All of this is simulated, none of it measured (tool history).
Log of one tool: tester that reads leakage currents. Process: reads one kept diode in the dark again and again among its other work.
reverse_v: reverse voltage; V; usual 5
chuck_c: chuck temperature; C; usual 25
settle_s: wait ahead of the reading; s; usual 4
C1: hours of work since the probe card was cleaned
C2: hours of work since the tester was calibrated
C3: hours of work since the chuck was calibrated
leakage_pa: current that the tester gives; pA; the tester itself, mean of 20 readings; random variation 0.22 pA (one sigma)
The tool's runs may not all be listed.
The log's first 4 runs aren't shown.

run 5 hour=475.5 | reverse_v=5 chuck_c=25 settle_s=2.34 | C1=869 C2=3979 C3=305 | leakage_pa=74.16
run 6 hour=614.1 | reverse_v=1.09 chuck_c=25 settle_s=4 | C1=958 C2=4068 C3=394 | leakage_pa=31.57
run 7 hour=753.1 | reverse_v=5 chuck_c=25 settle_s=5.47 | C1=1047 C2=4158 C3=484 | leakage_pa=75.33
run 8 hour=910.8 | reverse_v=5 chuck_c=25 settle_s=4 | C1=1148 C2=4259 C3=585 | leakage_pa=76.51
run 9 hour=1079.8 | reverse_v=5 chuck_c=25 settle_s=4 | C1=1257 C2=4367 C3=693 | leakage_pa=77.05
run 10 hour=1174.1 | reverse_v=5 chuck_c=24 settle_s=4 | C1=1317 C2=4428 C3=754 | leakage_pa=72.05
run 11 hour=1290.3 | reverse_v=5 chuck_c=24 settle_s=4 | C1=1392 C2=4502 C3=828 | leakage_pa=72.66
run 12 hour=1372.5 | reverse_v=5 chuck_c=24 settle_s=4 | C1=1445 C2=4555 C3=881 | leakage_pa=72.87
run 13 hour=1511.6 | reverse_v=5 chuck_c=24 settle_s=4 | C1=1534 C2=4645 C3=970 | leakage_pa=73.75
-- hour=1637.4 tester calibrated
run 14 hour=1658.9 | reverse_v=5 chuck_c=24 settle_s=4 | C1=1627 C2=14 C3=1064 | leakage_pa=76.45
run 15 hour=1826.7 | reverse_v=5 chuck_c=24 settle_s=4 | C1=1735 C2=122 C3=1171 | leakage_pa=76.92
run 16 hour=1991 | reverse_v=5 chuck_c=24 settle_s=4 | C1=1840 C2=227 C3=1277 | leakage_pa=77.53
-- hour=2043.9 chuck's temperature calibrated
run 17 hour=2080.4 | reverse_v=7.88 chuck_c=25 settle_s=4 | C1=1896 C2=283 C3=23 | leakage_pa=96.98
run 18 hour=2170.9 | reverse_v=7.88 chuck_c=25 settle_s=4 | C1=1955 C2=341 C3=82 | leakage_pa=97.88
run 19 hour=2298.4 | reverse_v=7.88 chuck_c=25 settle_s=4 | C1=2036 C2=423 C3=163 | leakage_pa=98.43
run 20 hour=2485.3 | reverse_v=3.26 chuck_c=25 settle_s=4 | C1=2156 C2=543 C3=283 | leakage_pa=59.49
run 21 hour=2616.2 | reverse_v=1.9 chuck_c=25 settle_s=5.22 | C1=2240 C2=627 C3=367 | leakage_pa=43.88
run 22 hour=2802.6 | reverse_v=2.5 chuck_c=25 settle_s=3.57 | C1=2360 C2=747 C3=487 | leakage_pa=52.1
run 23 hour=2890.8 | reverse_v=4.45 chuck_c=51 settle_s=3.57 | C1=2417 C2=803 C3=544 | leakage_pa=431.05

Run 24 comes next. What will it give?
run 24 hour=3073.1 | reverse_v=3.58 chuck_c=36 settle_s=4 | C1=2534 C2=920 C3=661 | leakage_pa=?

Run 24 gave leakage_pa 141.6 pA.
Without the tool's hidden state the same run would have given leakage_pa 131.2 pA.
